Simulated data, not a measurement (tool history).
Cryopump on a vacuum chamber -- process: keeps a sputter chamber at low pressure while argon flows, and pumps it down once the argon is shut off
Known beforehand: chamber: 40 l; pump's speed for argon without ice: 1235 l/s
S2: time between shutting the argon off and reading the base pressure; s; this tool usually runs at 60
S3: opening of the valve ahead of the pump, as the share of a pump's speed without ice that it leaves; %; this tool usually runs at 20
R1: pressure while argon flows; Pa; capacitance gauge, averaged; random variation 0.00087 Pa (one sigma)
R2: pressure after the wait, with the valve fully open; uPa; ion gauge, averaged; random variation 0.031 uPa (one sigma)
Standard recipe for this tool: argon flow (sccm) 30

Run 1, hour 0: usual settings. Result: R1 0.2093 Pa, R2 2.66 uPa.
Run 2, hour 44.3: usual settings but S3 33 %. Result: R1 0.1279 Pa, R2 2.73 uPa.
Run 3, hour 106.2: usual settings. Result: R1 0.208 Pa, R2 2.7 uPa.
Run 4, hour 170.9: usual settings. Result: R1 0.2075 Pa, R2 2.74 uPa.
Run 5, hour 233.6: usual settings. Result: R1 0.2077 Pa, R2 2.7 uPa.
Run 6, hour 306: usual settings. Result: R1 0.2112 Pa, R2 2.81 uPa.
Run 7, hour 364.6: usual settings. Result: R1 0.2105 Pa, R2 2.86 uPa.
Run 8, hour 407.4: usual settings but argon flow (sccm) 20, S2 91 s. Result: R1 0.1407 Pa, R2 2.43 uPa.
Run 9, hour 483.4: usual settings but argon flow (sccm) 28, S3 33 %. Result: R1 0.1215 Pa, R2 2.84 uPa.
Run 10, hour 543.8: usual settings but argon flow (sccm) 24, S2 97 s, S3 36 %. Result: R1 0.0956 Pa, R2 2.47 uPa.
Run 11, hour 579.4: usual settings but argon flow (sccm) 40, S2 203 s. Result: R1 0.2815 Pa, R2 1.98 uPa.

Forecast each of these 3 alternatives for the next run:
Run A, hour 625.5: usual settings but S3 19 %. Result: R1 ?, R2 ?.
Run B, hour 625.5: usual settings but S2 222 s. Result: R1 ?, R2 ?.
Run C, hour 625.5: usual settings but argon flow (sccm) 40, S2 158 s, S3 54 %. Result: R1 ?, R2 ?.

run      R1    R2
  A  0.2235  2.95
  B  0.2102  1.99
  C  0.1094  2.09
Without the tool's hidden state the same runs would have given:
run      R1    R2
  A  0.2176   1.6
  B  0.2044   0.6
  C  0.1016  0.73

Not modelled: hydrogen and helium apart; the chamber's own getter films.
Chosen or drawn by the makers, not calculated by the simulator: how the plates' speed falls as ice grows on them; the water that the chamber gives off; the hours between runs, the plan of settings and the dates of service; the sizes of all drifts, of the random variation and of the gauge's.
